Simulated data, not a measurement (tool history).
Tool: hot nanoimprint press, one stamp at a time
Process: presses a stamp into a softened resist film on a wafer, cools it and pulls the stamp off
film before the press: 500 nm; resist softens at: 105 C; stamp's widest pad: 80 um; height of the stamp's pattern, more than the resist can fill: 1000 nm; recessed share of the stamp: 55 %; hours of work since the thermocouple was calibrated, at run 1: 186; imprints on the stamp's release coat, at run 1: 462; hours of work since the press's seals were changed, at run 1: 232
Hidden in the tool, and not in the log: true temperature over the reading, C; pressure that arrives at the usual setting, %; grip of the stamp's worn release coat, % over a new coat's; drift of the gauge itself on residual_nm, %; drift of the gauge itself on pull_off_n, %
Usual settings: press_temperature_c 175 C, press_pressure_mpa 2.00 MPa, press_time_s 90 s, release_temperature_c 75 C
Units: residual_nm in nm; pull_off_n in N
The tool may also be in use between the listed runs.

run    hour  press_temperature_c  press_pressure_mpa  press_time_s  release_temperature_c  hours of work since the thermocouple was calibrated  imprints on the stamp's release coat  hours of work since the press's seals were changed  residual_nm  pull_off_n
  1     0.0                  175                2.00            90                     75                                                  186                                   462                                                 232        241.9         193
  2    24.6                  175                2.00           173                     75                                                  198                                   523                                                 244        192.2         195
  3    48.0                  175                2.00            90                     75                                                  209                                   581                                                 256        243.1         197
  4   103.7                  175                2.26            90                     75                                                  237                                   720                                                 283        228.1         217
  5   156.5                  175                2.26            90                     75                                                  263                                   851                                                 309        227.3         222
  6   208.1                  175                2.00            70                     75                                                  288                                   979                                                 334        262.3         220
  7   262.0                  175                2.00            90                     75                                                  314                                  1113                                                 361        240.7         232
  8   291.5                  175                2.00            90                     76                                                  329                                  1186                                                 375        239.8         235
  9   339.4                  175                2.00            90                     75                                                  352                                  1305                                                 399        239.1         238
 10   375.2                  175                2.00            71                     75                                                  370                                  1394                                                 416        258.4         254
 11   424.1                  175                2.00            45                     75                                                  394                                  1516                                                 440        298.0         256
 12   465.4                  175                2.00            90                     75                                                  414                                  1618                                                 461        239.3         252
      502.5  -- plate thermocouple calibrated
 13   508.9                  175                2.00            90                     75                                                    3                                  1719                                                 480        231.3         272
 14   555.7                  175                2.00            90                     75                                                   26                                  1835                                                 503        230.1         277
      595.9  -- plate thermocouple calibrated, once more
 15   601.2                  175                2.00            90                     75                                                    3                                  1941                                                 524        246.8         297
 16   643.5                  181                3.16           152                     67                                                   23                                  2046                                                 545        135.3         323
 17   679.6                  183                2.00            90                     79                                                   41                                  2135                                                 563        198.2         288
 18   726.9                  181                2.00            90                     60                                                   64                                  2253                                                 586        208.3         365
 19   769.1                  169                1.50            86                     75                                                   85                                  2358                                                 607        327.9         330
      812.6  -- stamp cleaned and given a new release coat
 20   821.1                  180                1.39           158                     78                                                  108                                    21                                                 629        209.5         163
 21   864.6                  180                1.39           158                     78                                                  129                                   129                                                 651        208.9         167
 22   916.4                  176                2.00            90                     71                                                  154                                   258                                                 676        237.2         196
 23   971.1                  176                2.00            90                     72                                                  181                                   394                                                 703        235.8         196
 24  1021.1                  176                2.00            90                     72                                                  206                                   518                                                 728        236.3         207
 25  1062.4                  165                2.84            50                     72                                                  226                                   620                                                 748        328.1         214
 26  1119.0                  166                2.26            50                     61                                                  254                                   761                                                 776        346.5         244
 27  1154.1                  166                2.26            50                     61                                                  271                                   848                                                 793        348.6         250
 28  1177.2                  176                1.51            51                     75                                                  283                                   906                                                 804        316.5         220
 29  1200.9                  164                2.78           110                     76                                                  294                                   965                                                 816        269.6         215

Hidden state or all else? Some run-to-run changes of residual_nm, split into what the settings, what came in and random variation would give without the hidden state, and what is left for the hidden state (with any gauge scatter that isn't in both results):
Run 12 -> 13: plate thermocouple calibrated. residual_nm -8.0 nm: hidden state -7.3, all else -0.7.
Run 14 -> 15: plate thermocouple calibrated, once more. residual_nm +16.7 nm: hidden state +16.6, all else +0.1.
Run 18 -> 19: press_temperature_c 181 -> 169, press_pressure_mpa 2.00 -> 1.50, press_time_s 90 -> 86, release_temperature_c 60 -> 75. residual_nm +119.6 nm: hidden state -2.0, all else +121.6.
Run 19 -> 20: press_temperature_c 169 -> 180, press_pressure_mpa 1.50 -> 1.39, press_time_s 86 -> 158, release_temperature_c 75 -> 78, stamp cleaned and given a new release coat. residual_nm -118.4 nm: hidden state +0.3, all else -118.7.

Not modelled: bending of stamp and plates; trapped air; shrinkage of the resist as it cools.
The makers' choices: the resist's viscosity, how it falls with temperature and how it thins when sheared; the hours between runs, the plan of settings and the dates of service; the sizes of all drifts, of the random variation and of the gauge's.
